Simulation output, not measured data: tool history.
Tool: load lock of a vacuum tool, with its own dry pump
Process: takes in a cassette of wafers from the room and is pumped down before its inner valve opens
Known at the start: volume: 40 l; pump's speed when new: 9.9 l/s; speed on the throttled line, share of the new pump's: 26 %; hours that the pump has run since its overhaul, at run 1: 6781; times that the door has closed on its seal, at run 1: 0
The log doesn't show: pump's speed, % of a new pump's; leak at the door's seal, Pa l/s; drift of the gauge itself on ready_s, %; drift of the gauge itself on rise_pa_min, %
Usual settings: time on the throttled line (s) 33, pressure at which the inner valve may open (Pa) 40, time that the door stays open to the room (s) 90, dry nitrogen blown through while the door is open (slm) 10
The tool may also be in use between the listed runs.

run,day,time on the throttled line (s),pressure at which the inner valve may open (Pa),time that the door stays open to the room (s),dry nitrogen blown through while the door is open (slm),hours that the pump has run since its overhaul,times that the door has closed on its seal,"incoming humidity of the room's air, %",time from the closed door until the inner valve may open (s),rise of the pressure with all valves shut (Pa/min)
1,0,33,40,90,10,6781,0,46.7,58.5,0.082
2,20.596,33,40,90,10,7276,1715,45.4,58.2,0.09
3,33.133,33,55,90,10,7577,2760,44.5,58,0.098
4,52.012,22,40,90,10,8030,4332,43.7,50.7,0.121
5,65.225,33,40,86,10,8347,5433,42,59.1,0.128
6,84.242,33,40,86,10,8803,7017,44.1,59.5,0.148
7,101.333,33,40,86,10,9213,8441,45.5,59.7,0.173
8,119.392,33,40,86,10,9647,9946,47.1,60.4,0.2
9,133.883,33,40,86,10,9995,11153,44,60.2,0.218
# day 142.917: dry pump taken out, an overhauled one fitted
10,155.129,33,40,86,10,293,12902,47.5,56.2,0.253
11,172.146,33,40,86,10,702,14319,43.8,56.2,0.293
12,187.967,33,40,86,10,1081,15637,44.9,56.2,0.323
13,211.175,33,40,86,10,1638,17571,45.1,56.1,0.371
14,231.262,33,40,90,10,2120,19244,44.8,56.6,0.422
15,252.275,33,40,90,10,2625,20995,44.7,57.6,0.46
16,267.65,33,40,90,10,2994,22276,42.8,56.5,0.52
17,281.038,20,43,138,8,3315,23390,42.6,47.4,0.57
18,299.888,20,43,116,45,3767,24961,46.3,47.5,0.59
19,324.7,20,43,116,45,4363,27028,45.1,47.3,0.665
# day 337.208: door's seal changed, seat wiped
20,345.546,25,40,90,10,4862,694,43.5,52.3,0.075
21,370.475,29,48,90,10,5460,2771,44.8,54.9,0.098
22,382.983,29,48,90,10,5760,3813,42.9,54.7,0.108
23,402.012,33,40,110,10,6217,5398,45,58.1,0.139
24,414.954,33,40,110,10,6527,6476,42.1,58.7,0.143
25,439.9,33,40,110,10,7126,8555,42.5,60.5,0.179
26,463.358,58,30,110,10,7689,10509,45,79.1,0.219
27,474.475,47,28,165,10,7956,11435,46.4,71,0.266
28,496.025,18,40,33,10,8473,13230,45.9,48.4,0.229
29,508.225,18,57,33,10,8766,14246,47.9,47.6,0.257
30,529.708,63,32,162,5,9281,16036,47.1,81.5,0.398
31,551.783,63,32,162,5,9811,17875,47.2,83.1,0.422

Hidden state at the last listed run before each entry between runs and at the first one after, where it differs:
Between runs 9 and 10: dry pump taken out, an overhauled one fitted (day 142.917)
  pump's speed, % of a new pump's: 84.2 -> 100.4; leak at the door's seal, Pa l/s: 0.0989 -> 0.1206
  measured less the result without the state, time from the closed door until the inner valve may open (s): +4.3 -> -0.1; rise of the pressure with all valves shut (Pa/min): +0.147 -> +0.177
Between runs 19 and 20: door's seal changed, seat wiped (day 337.208)
  pump's speed, % of a new pump's: 93 -> 92; leak at the door's seal, Pa l/s: 0.4159 -> 0.005
  measured less the result without the state, time from the closed door until the inner valve may open (s): +2 -> +2.2; rise of the pressure with all valves shut (Pa/min): +0.613 -> +0.005
